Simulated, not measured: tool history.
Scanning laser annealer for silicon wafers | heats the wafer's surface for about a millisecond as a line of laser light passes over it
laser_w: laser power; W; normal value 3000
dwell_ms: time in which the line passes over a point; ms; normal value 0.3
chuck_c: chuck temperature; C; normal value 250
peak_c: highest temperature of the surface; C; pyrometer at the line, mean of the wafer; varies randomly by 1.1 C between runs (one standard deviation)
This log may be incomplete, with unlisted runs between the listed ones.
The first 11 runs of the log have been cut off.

run     day  laser_w  dwell_ms  chuck_c  peak_c
 12   4.642     3018     0.269      250     981
 13   5.279     3018     0.269      250     980
      5.879  -- optics aligned, line set to its width
 14   6.129     3000       0.3      230    1015
 15   6.579     3000       0.3      230    1013
 16   7.046     3000       0.3      267    1050
 17   7.412     3000       0.3      267    1048
 18   7.971     3000     0.257      250     967
 19   8.271     3132     0.334      217    1091
 20    8.65     3132     0.334      217    1090
 21     9.2     3170     0.332      288    1168
 22   9.738     3170     0.332      288    1170
 23  10.304     3170     0.332      288    1167
 24  10.779     3170     0.332      288    1167
 25  11.408     3170     0.332      288    1164
     11.542  -- window over the wafer cleaned
 26  12.025     3176     0.266      266    1057
 27  12.438     2902     0.237      262     930
 28  12.846     2902     0.237      262     931
 29   13.25     2853     0.273      221     931
 30  13.542     2853     0.309      260    1018
 31  13.971     3051     0.368      250    1156
 32  14.379     3051     0.368      250    1154
 33  14.804     2792     0.265      250     927
 34  15.279     2943     0.325      250    1057
 35  15.771     3000     0.309      250    1055

Branching from run 35: 4 alternative next runs. What would each branch give?
  A  16.242     3124     0.295      250       ?
  B  16.242     3097     0.309      250       ?
  C  16.242     3129     0.309      244       ?
  D  16.242     3000     0.372      250       ?

run  peak_c
  A    1070
  B    1083
  C    1086
  D    1141
The same runs, with their run-to-run variation unchanged, on a tool lacking any hidden condition would have given:
run  peak_c
  A    1072
  B    1085
  C    1088
  D    1143
